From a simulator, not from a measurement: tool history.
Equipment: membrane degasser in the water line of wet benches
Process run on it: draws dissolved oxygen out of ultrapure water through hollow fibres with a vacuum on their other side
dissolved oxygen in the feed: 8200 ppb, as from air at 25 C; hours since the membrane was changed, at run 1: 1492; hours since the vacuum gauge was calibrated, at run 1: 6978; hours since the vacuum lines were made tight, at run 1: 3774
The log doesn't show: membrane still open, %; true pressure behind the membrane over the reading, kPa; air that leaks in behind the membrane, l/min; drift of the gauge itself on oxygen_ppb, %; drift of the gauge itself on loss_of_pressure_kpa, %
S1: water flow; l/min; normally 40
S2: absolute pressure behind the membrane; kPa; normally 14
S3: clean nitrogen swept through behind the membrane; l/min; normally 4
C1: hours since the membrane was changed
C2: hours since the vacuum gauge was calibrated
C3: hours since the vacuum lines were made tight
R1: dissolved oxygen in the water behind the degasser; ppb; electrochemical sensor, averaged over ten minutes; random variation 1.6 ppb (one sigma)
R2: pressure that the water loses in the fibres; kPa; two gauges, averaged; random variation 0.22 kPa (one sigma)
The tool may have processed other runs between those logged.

run    hour  S1    S2     S3    C1    C2    C3     R1     R2
  1       0  40    14      4  1492  6978  3774  262.3  51.83
  2    40.8  40  24.3      4  1533  7019  3815  482.4  52.57
  3    92.7  40  30.7      4  1585  7070  3867    623  51.96
  4   116.6  40    14      4  1608  7094  3891  256.4  52.26
  5   160.6  40    14      4  1652  7138  3935  257.6  52.14
  6   214.6  40    14      4  1706  7192  3989  259.7  52.23
  7   254.9  40    14      4  1747  7233  4029  259.6  52.71
  8   305.2  40    14      4  1797  7283  4079  256.9  52.14
  9     358  40    14      4  1850  7336  4132  258.5  52.51
 10   398.2  40    14      4  1890  7376  4172  261.1  52.57
      403.4  -- vacuum gauge calibrated
 11   449.3  40    14      4  1941    46  4223  257.9  52.27
 12   477.8  40    14      4  1969    74  4251  260.7   52.7
 13   526.7  40    14   4.78  2018   123  4300  222.1  52.39
 14   568.8  40    14   4.78  2060   165  4342    225  52.54
        606  -- vacuum gauge calibrated, once more
 15   608.8  40    14  10.57  2100     3  4382  109.3   52.6
 16   665.8  40    14    8.1  2157    60  4439  138.2  52.36
 17   720.6  40    14    8.1  2211   115  4494  137.8  52.38
 18   743.7  36    14   2.78  2234   138  4517  318.2   47.4
 19   780.9  32    14  11.15  2272   175  4554   79.8  42.24
 20   809.3  32    14  11.15  2300   203  4582   78.4  41.93
 21     864  56    12   7.81  2355   258  4637  189.3  73.91
 22   897.5  44    14   9.22  2388   292  4670  138.5     58
 23   947.9  25  15.2      4  2439   342  4721    179  33.17
 24  1003.3  55  17.2      4  2494   397  4776  456.7  71.95
 25    1060  55  17.2      4  2551   454  4833  462.8  72.58
 26  1088.3  41  10.5   4.92  2579   482  4861  152.5  54.18
 27    1140  34  12.3   3.36  2631   534  4913  215.7  44.59
 28  1175.7  40  16.8      4  2666   570  4949  320.3  52.38
 29  1212.4  40  16.8      4  2703   606  4985    318   52.9
 30  1237.9  26    26   7.59  2729   632  5011  188.1  34.49
 31  1265.1  34    14   4.58  2756   659  5038  194.7  44.62

Table of differences, measured result less the result of that run with no hidden state. Run-to-run variation is the same in both. Gauge scatter possibly is not:
run    R1     R2
  1    +2  +0.41
  2  +2.3  +0.43
  3  +2.4  +0.43
  4  +2.1  +0.44
  5    +2  +0.45
  6  +2.1  +0.48
  7  +2.2  +0.48
  8  +2.2   +0.5
  9  +2.2  +0.51
 10  +2.2  +0.53
 11  +2.8  +0.54
 12  +2.8  +0.55
 13  +2.5  +0.56
 14  +2.5  +0.58
 15  +0.6  +0.59
 16  +0.7  +0.61
 17  +0.7  +0.62
 18  +0.2  +0.57
 19  +0.2  +0.51
 20  +0.3  +0.51
 21  +2.4  +0.93
 22  +1.2  +0.74
 23  +0.3  +0.43
 24  +2.2  +0.96
 25  +2.3  +0.99
 26  +0.8  +0.75
 27  +0.3  +0.63
 28  +0.9  +0.75
 29  +0.9  +0.76
 30  +0.6  +0.51
 31  +0.4  +0.66
